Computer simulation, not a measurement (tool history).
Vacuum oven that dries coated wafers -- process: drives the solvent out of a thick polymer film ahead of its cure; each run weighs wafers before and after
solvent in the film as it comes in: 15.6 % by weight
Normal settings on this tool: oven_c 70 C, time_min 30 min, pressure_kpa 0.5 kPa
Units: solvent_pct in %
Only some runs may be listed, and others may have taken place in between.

run 1 hour=0 | oven_c=70 time_min=30 pressure_kpa=0.5 | solvent_pct=2.58
run 2 hour=14.3 | oven_c=70 time_min=30 pressure_kpa=0.5 | solvent_pct=2.49
run 3 hour=34.2 | oven_c=70 time_min=30 pressure_kpa=0.5 | solvent_pct=2.52
run 4 hour=50.6 | oven_c=70 time_min=30 pressure_kpa=0.5 | solvent_pct=2.56
run 5 hour=64.1 | oven_c=70 time_min=30 pressure_kpa=0.5 | solvent_pct=2.55
run 6 hour=86.2 | oven_c=61 time_min=30 pressure_kpa=0.5 | solvent_pct=5.59
run 7 hour=103.7 | oven_c=70 time_min=30 pressure_kpa=0.5 | solvent_pct=2.51
run 8 hour=115.6 | oven_c=70 time_min=30 pressure_kpa=0.5 | solvent_pct=2.59
run 9 hour=137.2 | oven_c=70 time_min=30 pressure_kpa=0.5 | solvent_pct=2.61
run 10 hour=149.4 | oven_c=70 time_min=30 pressure_kpa=0.5 | solvent_pct=2.6
run 11 hour=170 | oven_c=70 time_min=30 pressure_kpa=0.5 | solvent_pct=2.56
run 12 hour=186.3 | oven_c=69 time_min=30 pressure_kpa=0.5 | solvent_pct=2.86
run 13 hour=203.8 | oven_c=69 time_min=30 pressure_kpa=0.5 | solvent_pct=2.85
run 14 hour=222.3 | oven_c=69 time_min=30 pressure_kpa=0.5 | solvent_pct=2.89
run 15 hour=235.2 | oven_c=69 time_min=30 pressure_kpa=0.5 | solvent_pct=2.76
run 16 hour=256 | oven_c=69 time_min=30 pressure_kpa=0.5 | solvent_pct=2.9
run 17 hour=274.2 | oven_c=69 time_min=30 pressure_kpa=0.5 | solvent_pct=2.93
run 18 hour=294.5 | oven_c=69 time_min=30 pressure_kpa=0.5 | solvent_pct=2.72
run 19 hour=316.7 | oven_c=70 time_min=30 pressure_kpa=0.5 | solvent_pct=2.69
run 20 hour=328.1 | oven_c=70 time_min=30 pressure_kpa=0.5 | solvent_pct=2.7
run 21 hour=337.6 | oven_c=70 time_min=30 pressure_kpa=0.5 | solvent_pct=2.69
run 22 hour=358.3 | oven_c=70 time_min=30 pressure_kpa=0.5 | solvent_pct=2.66
run 23 hour=367.9 | oven_c=70 time_min=30 pressure_kpa=0.5 | solvent_pct=2.76
run 24 hour=389.6 | oven_c=70 time_min=30 pressure_kpa=0.5 | solvent_pct=2.65
run 25 hour=412.3 | oven_c=70 time_min=30 pressure_kpa=0.283 | solvent_pct=2.48
run 26 hour=426 | oven_c=70 time_min=30 pressure_kpa=0.389 | solvent_pct=2.54
run 27 hour=447.8 | oven_c=68 time_min=23 pressure_kpa=0.386 | solvent_pct=4.35
run 28 hour=463 | oven_c=68 time_min=23 pressure_kpa=0.386 | solvent_pct=4.18
run 29 hour=482.3 | oven_c=62 time_min=31 pressure_kpa=1.711 | solvent_pct=6.68
run 30 hour=494.1 | oven_c=62 time_min=41 pressure_kpa=0.513 | solvent_pct=4.06
run 31 hour=507.6 | oven_c=62 time_min=41 pressure_kpa=0.513 | solvent_pct=4.09
run 32 hour=520.2 | oven_c=62 time_min=41 pressure_kpa=0.513 | solvent_pct=4.19
run 33 hour=531.2 | oven_c=66 time_min=21 pressure_kpa=0.37 | solvent_pct=5.34
run 34 hour=541.2 | oven_c=70 time_min=26 pressure_kpa=1.99 | solvent_pct=4.57
run 35 hour=557.7 | oven_c=70 time_min=26 pressure_kpa=1.99 | solvent_pct=4.51
run 36 hour=578.6 | oven_c=57 time_min=48 pressure_kpa=1.99 | solvent_pct=7.42
run 37 hour=601.6 | oven_c=71 time_min=17 pressure_kpa=0.5 | solvent_pct=4.67
run 38 hour=614.6 | oven_c=71 time_min=17 pressure_kpa=0.5 | solvent_pct=4.65
run 39 hour=637.2 | oven_c=73 time_min=30 pressure_kpa=0.478 | solvent_pct=1.88
run 40 hour=651.7 | oven_c=59 time_min=30 pressure_kpa=0.374 | solvent_pct=6.39
run 41 hour=674.1 | oven_c=70 time_min=21 pressure_kpa=0.75 | solvent_pct=4.4
run 42 hour=688.9 | oven_c=61 time_min=28 pressure_kpa=0.55 | solvent_pct=6.06
run 43 hour=699.7 | oven_c=73 time_min=44 pressure_kpa=0.722 | solvent_pct=1.46
run 44 hour=710.5 | oven_c=65 time_min=34 pressure_kpa=0.943 | solvent_pct=4.23
run 45 hour=729.7 | oven_c=65 time_min=34 pressure_kpa=0.943 | solvent_pct=4.34

Forecast each of these 4 alternatives for the next run:
run A hour=747.7 | oven_c=65 time_min=53 pressure_kpa=0.943 | solvent_pct=?
run B hour=747.7 | oven_c=58 time_min=47 pressure_kpa=0.551 | solvent_pct=?
run C hour=747.7 | oven_c=65 time_min=33 pressure_kpa=0.943 | solvent_pct=?
run D hour=747.7 | oven_c=65 time_min=34 pressure_kpa=0.393 | solvent_pct=?

run=A solvent_pct=2.83
run=B solvent_pct=5.17
run=C solvent_pct=4.48
run=D solvent_pct=3.83
With no hidden state in the tool, these same runs would have given:
run=A solvent_pct=2.31
run=B solvent_pct=4.52
run=C solvent_pct=3.94
run=D solvent_pct=3.3

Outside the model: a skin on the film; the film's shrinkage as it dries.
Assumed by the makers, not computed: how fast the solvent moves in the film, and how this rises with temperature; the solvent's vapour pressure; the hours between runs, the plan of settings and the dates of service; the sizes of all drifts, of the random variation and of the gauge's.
